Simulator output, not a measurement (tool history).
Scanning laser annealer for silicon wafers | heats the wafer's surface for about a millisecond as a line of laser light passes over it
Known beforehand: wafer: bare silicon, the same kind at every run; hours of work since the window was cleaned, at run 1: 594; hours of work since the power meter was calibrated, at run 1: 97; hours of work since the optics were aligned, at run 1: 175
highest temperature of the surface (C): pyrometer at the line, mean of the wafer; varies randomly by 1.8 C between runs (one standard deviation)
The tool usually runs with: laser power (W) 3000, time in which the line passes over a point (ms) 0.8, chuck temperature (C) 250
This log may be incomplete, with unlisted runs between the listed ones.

run	hour	laser power (W)	time in which the line passes over a point (ms)	chuck temperature (C)	hours of work since the window was cleaned	hours of work since the power meter was calibrated	hours of work since the optics were aligned	highest temperature of the surface (C)
1	0	3000	0.8	250	594	97	175	916
2	7.4	2892	0.8	250	597	100	178	883
3	13	2892	0.8	250	599	102	180	882
4	19.1	2597	0.8	250	602	105	183	799
5	25.4	2597	0.8	250	604	108	185	802
6	32.6	2597	0.8	250	607	111	188	801
7	40.6	2597	0.8	250	611	114	192	800
8	46.9	2597	0.8	250	613	116	194	800
9	55.2	3148	0.8	250	617	120	198	955
10	64.4	3000	0.8	250	620	124	202	910
11	74.9	3000	0.8	250	625	128	206	913
12	81.5	2626	0.8	250	628	131	209	808
13	87.3	3000	0.8	250	630	133	211	912
14	92	3000	0.8	250	632	135	213	909
15	100.2	3000	0.8	250	635	139	216	910
16	104.6	3000	0.8	250	637	141	218	908
17	111.5	3000	0.8	250	640	143	221	910
18	116.6	3000	0.8	250	642	146	223	911
19	126	3000	0.8	250	646	149	227	909
20	135.5	3000	0.8	274	650	153	231	934
21	142.9	3000	0.8	274	653	156	234	933
22	151.4	3000	0.695	278	657	160	238	887
23	159.2	2972	0.8	283	660	163	241	936
24	166.6	2972	0.8	283	663	166	244	937
25	175.7	2972	0.8	256	667	170	248	906
26	186.3	3000	0.761	255	671	175	252	897
27	190.8	2856	0.8	250	673	176	254	862
28	201.4	2856	0.8	250	678	181	259	865
29	210.6	2856	0.8	250	681	185	262	867
30	215.3	2753	0.737	210	683	187	264	775

The next listed run, before its measurement:
31	222.9	2602	0.581	215	686	190	268	?

Run 31 yielded highest temperature of the surface (C) 680.
Had the tool carried no hidden state, the very same run would have given highest temperature of the surface (C) 716.
